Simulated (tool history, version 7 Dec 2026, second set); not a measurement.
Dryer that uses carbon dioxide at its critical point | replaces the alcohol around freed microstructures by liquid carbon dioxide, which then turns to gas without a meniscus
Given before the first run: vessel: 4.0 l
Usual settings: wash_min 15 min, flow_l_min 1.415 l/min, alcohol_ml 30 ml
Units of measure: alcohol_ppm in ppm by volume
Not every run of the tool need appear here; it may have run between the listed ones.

run  hour  wash_min  flow_l_min  alcohol_ml  alcohol_ppm
  1     0        15       1.415          30          182
  2   8.3        15       1.415          30          201
  3  12.7        15       1.415          30          198
  4  17.9        15       1.415          30          196
  5  22.9        15       1.415          29          188
  6  30.9        15       1.415          30          195
  7  38.3        15       1.415          30          205
  8  43.5        15        1.91          30           78
  9  50.6        20        1.42         117          219
 10    59        20        1.42         117          222

What does the tool deliver on the next run?
 11  66.4        10        1.17          23            ?

alcohol_ppm: 738 ppm by volume
With the hidden condition absent and the run-to-run variation left alone, this run would have shown alcohol_ppm 555 ppm by volume.

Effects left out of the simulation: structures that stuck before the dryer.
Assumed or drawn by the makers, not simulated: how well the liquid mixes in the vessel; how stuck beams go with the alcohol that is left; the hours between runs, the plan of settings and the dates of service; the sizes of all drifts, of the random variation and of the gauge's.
